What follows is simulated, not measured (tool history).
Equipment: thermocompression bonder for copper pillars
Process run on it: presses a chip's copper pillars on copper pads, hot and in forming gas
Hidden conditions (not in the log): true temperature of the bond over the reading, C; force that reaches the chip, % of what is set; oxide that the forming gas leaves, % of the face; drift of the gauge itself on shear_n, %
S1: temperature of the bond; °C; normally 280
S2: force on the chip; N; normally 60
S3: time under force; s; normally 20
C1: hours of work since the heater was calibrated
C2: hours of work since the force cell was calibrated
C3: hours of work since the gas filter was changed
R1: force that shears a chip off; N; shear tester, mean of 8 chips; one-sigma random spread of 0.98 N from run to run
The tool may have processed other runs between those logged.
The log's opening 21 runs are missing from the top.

run,hour,S1,S2,S3,C1,C2,C3,R1
22,614.6,269,50,36,87,404,97,87.7
23,639.2,269,56,36,100,417,110,92.5
24,664.9,277,55,19,114,430,123,81.9
25,682.0,306,64,17,123,439,132,103.0
26,698.7,306,64,17,131,448,141,102.9
27,728.7,254,37,20,147,464,156,49.2
28,745.9,275,90,20,156,473,165,103.2
29,771.0,280,82,20,169,486,179,100.0
30,798.0,280,82,20,183,500,193,101.5
31,835.2,280,70,30,203,519,212,104.2
# hour 851.0: forming gas filter changed
32,869.7,297,70,30,221,537,10,121.7
33,909.5,297,70,30,241,558,31,119.5
34,946.7,298,49,22,261,578,50,97.1
35,975.2,298,49,22,276,592,65,97.1
36,1003.4,298,49,22,291,607,80,95.3
37,1025.6,298,51,19,302,619,91,94.9
38,1063.0,298,51,19,322,638,111,95.1
39,1090.7,282,66,25,336,653,125,98.7

Branching from run 39: 4 alternative next runs. What would each branch give?
A,1108.2,280,58,20,345,662,135,?
B,1108.2,280,60,11,345,662,135,?
C,1108.2,288,66,25,345,662,135,?
D,1108.2,300,88,25,345,662,135,?

run,R1
A,87.7
B,75.7
C,104.8
D,121.0
Had the tool no hidden state, the same runs would have come out as:
run,R1
A,90.0
B,77.5
C,108.3
D,125.9

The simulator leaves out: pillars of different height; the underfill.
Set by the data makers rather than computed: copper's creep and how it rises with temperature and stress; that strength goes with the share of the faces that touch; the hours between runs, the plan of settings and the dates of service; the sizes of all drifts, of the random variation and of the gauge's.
